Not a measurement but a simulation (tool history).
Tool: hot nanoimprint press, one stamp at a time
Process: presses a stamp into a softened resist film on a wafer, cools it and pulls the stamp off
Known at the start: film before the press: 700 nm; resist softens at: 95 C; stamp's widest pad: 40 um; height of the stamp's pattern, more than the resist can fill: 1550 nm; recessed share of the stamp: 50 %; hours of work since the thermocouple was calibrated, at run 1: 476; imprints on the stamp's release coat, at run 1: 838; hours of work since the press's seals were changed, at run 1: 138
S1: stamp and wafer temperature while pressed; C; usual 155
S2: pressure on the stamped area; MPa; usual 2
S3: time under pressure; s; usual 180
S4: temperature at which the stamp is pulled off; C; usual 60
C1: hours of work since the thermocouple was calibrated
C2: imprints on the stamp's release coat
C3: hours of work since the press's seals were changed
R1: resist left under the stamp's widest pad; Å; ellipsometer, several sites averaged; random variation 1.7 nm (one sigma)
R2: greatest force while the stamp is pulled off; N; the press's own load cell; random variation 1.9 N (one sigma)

run,hour,S1,S2,S3,S4,C1,C2,C3,R1,R2
1,0,155,2,180,60,476,838,138,3058,105
2,15.5,155,2.22,180,60,489,903,150,2923,103
3,33,155,2.22,180,60,502,977,164,2909,108
4,47.2,150,2.22,180,60,513,1036,175,3654,105
5,60.2,150,2.22,180,60,524,1091,185,3618,104
# hour 80.3: plate thermocouple calibrated
6,87.6,155,2,180,60,6,1193,205,2943,106
7,103.7,155,2,180,60,18,1261,217,2990,105
8,123.4,155,2.03,180,60,34,1343,233,2982,108
9,144.5,155,2.03,180,60,50,1432,249,2936,107
10,170.1,155,2,180,60,70,1539,269,2976,110
# hour 181.5: stamp cleaned and given a new release coat
11,188.8,146,2,180,60,80,30,279,4331,99
12,212.6,146,2,180,60,99,130,298,4291,101
# hour 230.7: plate thermocouple calibrated, once more
13,239.4,146,2,180,55,7,230,316,4649,103
14,250.3,155,2,180,60,15,275,325,3181,100
15,270.8,155,2,180,60,31,362,341,3210,99
16,292.3,155,2.92,253,60,48,452,358,2358,102
17,309.2,155,2.92,253,60,61,523,371,2365,105
18,320.5,148,2.1,180,66,70,570,380,4213,97
19,341,148,2.1,180,66,86,656,396,4236,95
20,355.2,148,2.1,180,66,97,715,407,4186,99
21,367.9,155,2,180,60,107,769,417,3194,106
22,385.3,155,2,132,60,121,842,430,3574,107
23,401.1,155,2,180,52,133,908,443,3193,112
24,413.4,155,1.78,319,46,143,960,452,2633,123
25,424.7,165,1.51,230,58,152,1007,461,2090,107
26,435,165,1.51,106,65,160,1050,469,2923,103
27,458.1,165,1.51,102,65,178,1147,487,2977,103
28,470.9,165,1.51,102,65,188,1201,497,2946,102
29,488.4,160,1.32,180,60,202,1274,511,3032,106

Forecast each of these 3 alternatives for the next run:
A,503.5,160,1.32,314,60,213,1337,523,?,?
B,503.5,161,1.32,193,45,213,1337,523,?,?
C,503.5,157,1.32,180,63,213,1337,523,?,?

run,R1,R2
A,2398,110
B,2828,131
C,3428,104
Without the tool's hidden state the same runs would have given:
run,R1,R2
A,2438,100
B,2872,119
C,3482,94
